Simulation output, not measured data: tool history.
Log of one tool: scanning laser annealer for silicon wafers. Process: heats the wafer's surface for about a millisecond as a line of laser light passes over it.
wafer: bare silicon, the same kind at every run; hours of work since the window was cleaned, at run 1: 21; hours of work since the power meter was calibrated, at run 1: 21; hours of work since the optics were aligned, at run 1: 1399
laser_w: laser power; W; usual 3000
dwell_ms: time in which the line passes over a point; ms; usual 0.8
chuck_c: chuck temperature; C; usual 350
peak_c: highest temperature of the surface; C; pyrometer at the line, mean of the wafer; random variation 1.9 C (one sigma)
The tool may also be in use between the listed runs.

run    day  laser_w  dwell_ms  chuck_c  hours of work since the window was cleaned  hours of work since the power meter was calibrated  hours of work since the optics were aligned  peak_c
  1  0.000     3000       0.8      350                                          21                                                  21                                         1399    1158
  2  0.317     3000       0.8      350                                          25                                                  25                                         1402    1160
  3  0.792     3000       0.8      350                                          31                                                  31                                         1408    1160
  4  1.196     3000       0.8      350                                          36                                                  36                                         1413    1161
  5  1.583     3000       0.8      350                                          40                                                  40                                         1418    1160
  6  1.783     3000       0.8      350                                          43                                                  43                                         1420    1159
  7  1.988     3000       0.8      350                                          45                                                  45                                         1423    1157
  8  2.279     3000       0.8      350                                          49                                                  49                                         1426    1164
  9  2.658     3000       0.8      350                                          53                                                  53                                         1431    1157
 10  3.154     3004       0.8      350                                          60                                                  60                                         1437    1164
 11  3.408     3004       0.8      350                                          63                                                  63                                         1440    1159
 12  3.638     3004       0.8      350                                          65                                                  65                                         1443    1163
 13  3.921     3004       0.8      350                                          69                                                  69                                         1447    1162
 14  4.133     3004       0.8      350                                          72                                                  72                                         1449    1159
     4.296  -- laser's power meter calibrated
 15  4.567     3004       0.8      365                                          75                                                   3                                         1453    1172
 16  4.850     3000       0.8      350                                          79                                                   7                                         1456    1161
     5.138  -- laser's power meter calibrated, once more
 17  5.304     3000       0.8      369                                          83                                                   2                                         1460    1175
 18  5.688     3000       0.8      369                                          87                                                   7                                         1465    1178
 19  5.958     3000       0.8      369                                          91                                                  10                                         1468    1176
 20  6.162     3000       0.8      369                                          93                                                  13                                         1471    1176

Run 21 comes next. What will it give?
 21  6.517     3000       0.8      369                                          98                                                  17                                         1475       ?

peak_c: 1176 C
Without the tool's hidden state the same run would have given peak_c 1190 C.
